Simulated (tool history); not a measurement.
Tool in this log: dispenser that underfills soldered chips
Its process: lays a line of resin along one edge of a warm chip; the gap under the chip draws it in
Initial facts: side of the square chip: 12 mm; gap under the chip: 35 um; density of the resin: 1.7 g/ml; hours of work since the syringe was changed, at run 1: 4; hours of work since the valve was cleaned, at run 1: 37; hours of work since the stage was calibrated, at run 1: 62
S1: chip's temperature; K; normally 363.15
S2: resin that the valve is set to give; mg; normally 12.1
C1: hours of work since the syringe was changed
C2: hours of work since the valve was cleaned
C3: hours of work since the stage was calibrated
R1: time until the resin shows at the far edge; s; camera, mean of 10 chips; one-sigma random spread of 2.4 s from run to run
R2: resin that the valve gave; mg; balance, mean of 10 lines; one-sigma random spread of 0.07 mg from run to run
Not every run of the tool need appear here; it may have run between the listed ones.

{"run": 1, "hour": 0.0, "S1": 363.15, "S2": 12.1, "C1": 4, "C2": 37, "C3": 62, "R1": 280.2, "R2": 11.81}
{"run": 2, "hour": 2.3, "S1": 374.15, "S2": 12.1, "C1": 6, "C2": 38, "C3": 63, "R1": 173.4, "R2": 11.89}
{"hour": 4.5, "done": "new syringe of resin"}
{"run": 3, "hour": 6.6, "S1": 374.15, "S2": 12.1, "C1": 2, "C2": 41, "C3": 66, "R1": 151, "R2": 11.79}
{"run": 4, "hour": 10.6, "S1": 374.15, "S2": 12.1, "C1": 4, "C2": 44, "C3": 69, "R1": 162.8, "R2": 11.95}
{"hour": 15.1, "done": "new syringe of resin"}
{"run": 5, "hour": 16.1, "S1": 374.15, "S2": 12.1, "C1": 1, "C2": 48, "C3": 73, "R1": 143.4, "R2": 11.76}
{"run": 6, "hour": 19.4, "S1": 374.15, "S2": 12.1, "C1": 3, "C2": 50, "C3": 75, "R1": 158.6, "R2": 11.78}
{"run": 7, "hour": 22.6, "S1": 363.15, "S2": 12.1, "C1": 5, "C2": 52, "C3": 77, "R1": 290.1, "R2": 11.76}
{"hour": 25.7, "done": "new syringe of resin"}
{"run": 8, "hour": 26.3, "S1": 363.15, "S2": 14.6, "C1": 0, "C2": 55, "C3": 80, "R1": 237.6, "R2": 14.05}
{"run": 9, "hour": 29.4, "S1": 368.15, "S2": 12.3, "C1": 3, "C2": 57, "C3": 82, "R1": 205.2, "R2": 11.88}
{"run": 10, "hour": 34.3, "S1": 368.15, "S2": 12.3, "C1": 6, "C2": 60, "C3": 86, "R1": 227.9, "R2": 11.91}
{"hour": 36.2, "done": "new syringe of resin"}
{"run": 11, "hour": 37.3, "S1": 354.15, "S2": 11.7, "C1": 1, "C2": 62, "C3": 87, "R1": 403.7, "R2": 11.35}
{"run": 12, "hour": 41.1, "S1": 367.15, "S2": 13.7, "C1": 3, "C2": 65, "C3": 90, "R1": 223.8, "R2": 13.21}
{"run": 13, "hour": 43.7, "S1": 351.15, "S2": 12.1, "C1": 5, "C2": 67, "C3": 92, "R1": 544.7, "R2": 11.61}
{"hour": 47.0, "done": "new syringe of resin"}
{"run": 14, "hour": 48.2, "S1": 351.15, "S2": 12.1, "C1": 1, "C2": 70, "C3": 95, "R1": 462.9, "R2": 11.63}

Branching from run 14: 5 alternative next runs. What would each branch give?
{"run": "A", "hour": 52.0, "S1": 355.15, "S2": 13.9, "C1": 4, "C2": 73, "C3": 98, "R1": "?", "R2": "?"}
{"run": "B", "hour": 52.0, "S1": 361.15, "S2": 13.4, "C1": 4, "C2": 73, "C3": 98, "R1": "?", "R2": "?"}
{"run": "C", "hour": 52.0, "S1": 352.15, "S2": 11.9, "C1": 4, "C2": 73, "C3": 98, "R1": "?", "R2": "?"}
{"run": "D", "hour": 52.0, "S1": 351.15, "S2": 14.4, "C1": 4, "C2": 73, "C3": 98, "R1": "?", "R2": "?"}
{"run": "E", "hour": 52.0, "S1": 370.15, "S2": 12.3, "C1": 4, "C2": 73, "C3": 98, "R1": "?", "R2": "?"}

run=A R1=395.8 R2=13.28
run=B R1=299.4 R2=12.84
run=C R1=476.6 R2=11.46
run=D R1=493.8 R2=13.82
run=E R1=198.2 R2=11.88
Without the tool's hidden state the same runs would have given:
run=A R1=336 R2=13.82
run=B R1=254.3 R2=13.35
run=C R1=402.3 R2=11.92
run=D R1=419.1 R2=14.38
run=E R1=168.2 R2=12.35

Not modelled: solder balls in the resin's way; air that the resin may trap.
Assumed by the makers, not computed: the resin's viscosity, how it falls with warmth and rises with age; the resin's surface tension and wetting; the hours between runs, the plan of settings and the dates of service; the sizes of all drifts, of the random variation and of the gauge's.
